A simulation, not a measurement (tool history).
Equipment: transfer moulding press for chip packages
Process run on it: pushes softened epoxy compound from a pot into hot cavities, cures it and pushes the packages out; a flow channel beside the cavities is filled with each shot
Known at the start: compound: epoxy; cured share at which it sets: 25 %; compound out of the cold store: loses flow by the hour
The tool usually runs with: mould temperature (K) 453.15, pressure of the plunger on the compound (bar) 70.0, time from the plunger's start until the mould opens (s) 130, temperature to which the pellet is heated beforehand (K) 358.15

| run | day | mould temperature (K) | pressure of the plunger on the compound (bar) | time from the plunger's start until the mould opens (s) | temperature to which the pellet is heated beforehand (K) | incoming compound's hours out of the cold store | length that the compound runs in the flow channel (mm) | greatest force on the pins that push the packages out (N) |
|---|---|---|---|---|---|---|---|---|
| 1 | 0.000 | 453.15 | 70.0 | 130 | 358.15 | 20.1 | 757 | 485 |
| 2 | 0.846 | 453.15 | 70.0 | 130 | 358.15 | 9.0 | 819 | 552 |
|  | 1.071 | cavities cleaned with cleaning compound and waxed |
| 3 | 1.867 | 453.15 | 70.0 | 130 | 358.15 | 46.2 | 629 | 398 |
| 4 | 2.783 | 453.15 | 70.0 | 130 | 358.15 | 18.5 | 763 | 490 |
| 5 | 3.346 | 453.15 | 70.0 | 130 | 367.15 | 21.2 | 746 | 496 |
| 6 | 4.033 | 453.15 | 70.0 | 130 | 361.15 | 11.6 | 797 | 544 |
|  | 4.246 | cavities cleaned with cleaning compound and waxed |
| 7 | 4.638 | 452.15 | 70.0 | 130 | 358.15 | 36.4 | 675 | 407 |
| 8 | 5.204 | 452.15 | 70.0 | 138 | 358.15 | 37.2 | 668 | 426 |
|  | 5.338 | mould's thermocouples calibrated |
| 9 | 5.833 | 452.15 | 70.0 | 138 | 358.15 | 10.9 | 806 | 468 |
| 10 | 6.333 | 453.15 | 70.0 | 117 | 358.15 | 31.0 | 696 | 544 |
|  | 7.050 | mould's thermocouples calibrated, once more |
| 11 | 7.121 | 460.15 | 70.0 | 130 | 358.15 | 14.5 | 751 | 475 |
|  | 7.546 | cavities cleaned with cleaning compound and waxed |
| 12 | 7.796 | 453.15 | 70.0 | 130 | 358.15 | 10.9 | 798 | 405 |
| 13 | 8.529 | 453.15 | 70.0 | 130 | 350.15 | 8.6 | 810 | 445 |
| 14 | 9.271 | 453.15 | 70.0 | 130 | 350.15 | 36.5 | 665 | 484 |
| 15 | 9.742 | 453.15 | 70.0 | 130 | 350.15 | 9.1 | 808 | 536 |
|  | 10.704 | cavities cleaned with cleaning compound and waxed |
| 16 | 10.804 | 459.15 | 70.0 | 130 | 351.15 | 10.6 | 767 | 343 |
| 17 | 11.262 | 459.15 | 70.0 | 130 | 351.15 | 33.6 | 655 | 366 |
| 18 | 11.996 | 447.15 | 69.8 | 130 | 358.15 | 15.7 | 793 | 607 |
| 19 | 12.867 | 446.15 | 70.0 | 130 | 358.15 | 34.2 | 699 | 732 |
| 20 | 13.408 | 452.15 | 55.8 | 137 | 353.15 | 12.4 | 705 | 553 |
|  | 13.846 | cavities cleaned with cleaning compound and waxed |
| 21 | 14.192 | 452.15 | 55.8 | 137 | 353.15 | 22.9 | 651 | 397 |
| 22 | 14.908 | 448.15 | 70.0 | 130 | 358.15 | 41.5 | 653 | 541 |
| 23 | 15.354 | 453.15 | 85.7 | 117 | 350.15 | 47.9 | 675 | 539 |
| 24 | 15.950 | 453.15 | 61.9 | 135 | 365.15 | 33.5 | 632 | 476 |
| 25 | 16.708 | 453.15 | 61.9 | 135 | 365.15 | 18.4 | 705 | 512 |
|  | 16.996 | cavities cleaned with cleaning compound and waxed |
| 26 | 17.204 | 450.15 | 70.0 | 130 | 358.15 | 41.2 | 647 | 421 |
| 27 | 17.704 | 448.15 | 70.0 | 145 | 358.15 | 32.8 | 693 | 473 |
| 28 | 18.525 | 448.15 | 70.0 | 145 | 364.15 | 35.1 | 682 | 494 |
| 29 | 19.350 | 449.15 | 70.0 | 130 | 358.15 | 19.2 | 759 | 647 |

Pick out some run-to-run changes in length that the compound runs in the flow channel (mm). Of each, how much would a tool without hidden state show as well, from the settings, what came in and chance, and how much is left for the hidden state and any gauge scatter not in both results compared?
Hidden state present: true mould temperature over the reading, C; pressure that reaches the compound, % of what is set; grip of the stained cavities, % over clean ones'; drift of the gauge itself on flow_mm, %; drift of the gauge itself on push_out_n, %.
Run 2 -> 3: cavities cleaned with cleaning compound and waxed. length that the compound runs in the flow channel (mm) -190: hidden state +0, all else -190.
Run 13 -> 14: settings left as they were, no log entry in between. length that the compound runs in the flow channel (mm) -145: hidden state +2, all else -147.
Run 14 -> 15: settings left as they were, no log entry in between. length that the compound runs in the flow channel (mm) +143: hidden state -3, all else +146.
Run 17 -> 18: mould temperature (K) 459.15 -> 447.15, pressure of the plunger on the compound (bar) 70.0 -> 69.8, temperature to which the pellet is heated beforehand (K) 351.15 -> 358.15. length that the compound runs in the flow channel (mm) +138: hidden state -4, all else +142.

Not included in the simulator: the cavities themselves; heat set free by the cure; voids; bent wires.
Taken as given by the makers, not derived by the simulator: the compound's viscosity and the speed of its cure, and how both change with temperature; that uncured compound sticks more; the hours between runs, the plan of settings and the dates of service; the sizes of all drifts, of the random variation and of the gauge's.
